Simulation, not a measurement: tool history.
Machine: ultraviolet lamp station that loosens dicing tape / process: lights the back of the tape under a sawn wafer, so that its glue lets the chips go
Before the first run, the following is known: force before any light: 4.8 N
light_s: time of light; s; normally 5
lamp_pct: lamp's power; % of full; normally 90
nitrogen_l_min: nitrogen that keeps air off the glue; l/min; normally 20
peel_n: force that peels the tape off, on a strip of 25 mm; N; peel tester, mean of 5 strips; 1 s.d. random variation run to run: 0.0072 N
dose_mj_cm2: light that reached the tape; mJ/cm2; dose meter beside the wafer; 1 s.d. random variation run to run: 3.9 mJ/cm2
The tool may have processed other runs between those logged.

run 1 hour=0.0 | light_s=5 lamp_pct=90 nitrogen_l_min=20 | peel_n=0.400 dose_mj_cm2=533
run 2 hour=17.7 | light_s=5 lamp_pct=90 nitrogen_l_min=20 | peel_n=0.398 dose_mj_cm2=535
run 3 hour=40.0 | light_s=9 lamp_pct=90 nitrogen_l_min=20 | peel_n=0.162 dose_mj_cm2=950
-- hour=46.4 window cleaned of glue's vapour
run 4 hour=57.3 | light_s=9 lamp_pct=90 nitrogen_l_min=20 | peel_n=0.155 dose_mj_cm2=1066
run 5 hour=91.9 | light_s=5 lamp_pct=99 nitrogen_l_min=20 | peel_n=0.287 dose_mj_cm2=652
run 6 hour=125.9 | light_s=5 lamp_pct=73 nitrogen_l_min=20 | peel_n=0.523 dose_mj_cm2=475
run 7 hour=144.4 | light_s=5 lamp_pct=73 nitrogen_l_min=20 | peel_n=0.494 dose_mj_cm2=469
run 8 hour=176.9 | light_s=5 lamp_pct=100 nitrogen_l_min=20 | peel_n=0.286 dose_mj_cm2=635
run 9 hour=196.9 | light_s=5 lamp_pct=90 nitrogen_l_min=9 | peel_n=0.640 dose_mj_cm2=563
run 10 hour=218.1 | light_s=5 lamp_pct=90 nitrogen_l_min=9 | peel_n=0.686 dose_mj_cm2=566
run 11 hour=237.9 | light_s=5 lamp_pct=90 nitrogen_l_min=9 | peel_n=0.685 dose_mj_cm2=558
run 12 hour=261.1 | light_s=5 lamp_pct=90 nitrogen_l_min=9 | peel_n=0.692 dose_mj_cm2=555
run 13 hour=283.3 | light_s=2 lamp_pct=87 nitrogen_l_min=20 | peel_n=1.610 dose_mj_cm2=210
run 14 hour=322.9 | light_s=3 lamp_pct=67 nitrogen_l_min=25 | peel_n=1.216 dose_mj_cm2=243
run 15 hour=360.1 | light_s=3 lamp_pct=67 nitrogen_l_min=25 | peel_n=1.305 dose_mj_cm2=241
run 16 hour=393.3 | light_s=3 lamp_pct=67 nitrogen_l_min=25 | peel_n=1.289 dose_mj_cm2=236
run 17 hour=422.5 | light_s=2 lamp_pct=70 nitrogen_l_min=26 | peel_n=1.864 dose_mj_cm2=161
run 18 hour=446.0 | light_s=2 lamp_pct=91 nitrogen_l_min=37 | peel_n=1.297 dose_mj_cm2=211
run 19 hour=478.0 | light_s=3 lamp_pct=89 nitrogen_l_min=7 | peel_n=1.746 dose_mj_cm2=301
run 20 hour=494.3 | light_s=3 lamp_pct=89 nitrogen_l_min=7 | peel_n=1.760 dose_mj_cm2=306

Some steps in peel_n between neighbouring runs. How much of each would the tool show without its hidden state too (settings, what came in, random variation), and how much is left for the hidden state, with any gauge scatter that isn't in both results?
Hidden conditions of the tool in this case: lamp's light, % of a new lamp's; light that the window lets through, % of a clean one's; drift of the gauge itself on peel_n, %; drift of the gauge itself on dose_mj_cm2, %.
Run 2 -> 3: light_s 5 -> 9. peel_n -0.236 N: hidden state -0.121, all else -0.115.
Run 12 -> 13: light_s 5 -> 2, lamp_pct 90 -> 87, nitrogen_l_min 9 -> 20. peel_n +0.918 N: hidden state +0.133, all else +0.785.
Run 16 -> 17: light_s 3 -> 2, lamp_pct 67 -> 70, nitrogen_l_min 25 -> 26. peel_n +0.575 N: hidden state +0.056, all else +0.519.
